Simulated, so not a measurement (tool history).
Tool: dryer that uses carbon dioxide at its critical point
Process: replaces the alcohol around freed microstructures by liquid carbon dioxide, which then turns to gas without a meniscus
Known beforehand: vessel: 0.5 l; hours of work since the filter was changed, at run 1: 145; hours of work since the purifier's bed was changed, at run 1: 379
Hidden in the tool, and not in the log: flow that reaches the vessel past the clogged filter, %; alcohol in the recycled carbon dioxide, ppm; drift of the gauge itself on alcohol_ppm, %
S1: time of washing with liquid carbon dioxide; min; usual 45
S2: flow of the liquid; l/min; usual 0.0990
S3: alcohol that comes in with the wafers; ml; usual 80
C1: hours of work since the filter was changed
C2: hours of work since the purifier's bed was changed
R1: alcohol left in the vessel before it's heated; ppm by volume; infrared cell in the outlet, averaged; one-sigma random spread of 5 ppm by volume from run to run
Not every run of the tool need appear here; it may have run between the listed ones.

Run 1, hour 0.0: usual settings; C1 145; C2 379. Result: R1 98 ppm by volume.
Run 2, hour 37.7: usual settings but S2 0.1112 l/min; C1 159; C2 393. Result: R1 76 ppm by volume.
Run 3, hour 72.6: usual settings but S2 0.1112 l/min; C1 173; C2 407. Result: R1 76 ppm by volume.
Run 4, hour 94.1: usual settings but S2 0.1112 l/min; C1 181; C2 415. Result: R1 77 ppm by volume.
Run 5, hour 119.8: usual settings but S2 0.1112 l/min; C1 191; C2 425. Result: R1 78 ppm by volume.
Run 6, hour 159.2: usual settings; C1 206; C2 440. Result: R1 110 ppm by volume.
Run 7, hour 195.9: usual settings; C1 220; C2 454. Result: R1 114 ppm by volume.
Run 8, hour 214.7: usual settings; C1 227; C2 461. Result: R1 101 ppm by volume.
Run 9, hour 253.5: usual settings; C1 242; C2 475. Result: R1 109 ppm by volume.
Run 10, hour 281.6: usual settings; C1 252; C2 486. Result: R1 122 ppm by volume.
Run 11, hour 320.5: usual settings; C1 267; C2 501. Result: R1 119 ppm by volume.
Run 12, hour 363.2: usual settings; C1 283; C2 517. Result: R1 122 ppm by volume.
Run 13, hour 385.3: usual settings; C1 292; C2 526. Result: R1 128 ppm by volume.
Run 14, hour 408.4: usual settings; C1 301; C2 534. Result: R1 127 ppm by volume.
Run 15, hour 445.6: usual settings but S1 30 min, S2 0.0668 l/min, S3 27 ml; C1 315; C2 549. Result: R1 1234 ppm by volume.
Run 16, hour 482.3: usual settings but S1 30 min, S2 0.0668 l/min, S3 27 ml; C1 329; C2 563. Result: R1 1237 ppm by volume.
Run 17, hour 516.1: usual settings but S2 0.0778 l/min; C1 341; C2 575. Result: R1 301 ppm by volume.
Run 18, hour 555.3: usual settings but S1 35 min, S3 68 ml; C1 356; C2 590. Result: R1 302 ppm by volume.
Run 19, hour 576.2: usual settings but S1 63 min, S2 0.0730 l/min, S3 27 ml; C1 364; C2 598. Result: R1 117 ppm by volume.
Run 20, hour 620.2: usual settings but S2 0.0719 l/min, S3 25 ml; C1 381; C2 615. Result: R1 221 ppm by volume.
Run 21, hour 661.3: usual settings but S2 0.1291 l/min, S3 25 ml; C1 397; C2 631. Result: R1 107 ppm by volume.
Run 22, hour 702.5: usual settings but S2 0.1291 l/min, S3 25 ml; C1 412; C2 646. Result: R1 104 ppm by volume.
Run 23, hour 739.2: usual settings but S2 0.1291 l/min, S3 25 ml; C1 426; C2 660. Result: R1 112 ppm by volume.
Run 24, hour 764.8: usual settings but S2 0.1453 l/min; C1 436; C2 670. Result: R1 126 ppm by volume.
Run 25, hour 796.6: usual settings but S2 0.0722 l/min, S3 24 ml; C1 448; C2 682. Result: R1 228 ppm by volume.

For each run, the measured value with the value that run would have given without the tool's hidden condition subtracted. The run-to-run variation is shared by both, the gauge scatter possibly not:
run    R1
  1   +66
  2   +64
  3   +68
  4   +69
  5   +71
  6   +79
  7   +81
  8   +82
  9   +84
 10   +91
 11   +92
 12   +93
 13   +97
 14   +98
 15  +277
 16  +287
 17  +150
 18  +155
 19  +101
 20  +133
 21  +107
 22  +104
 23  +107
 24  +113
 25  +147
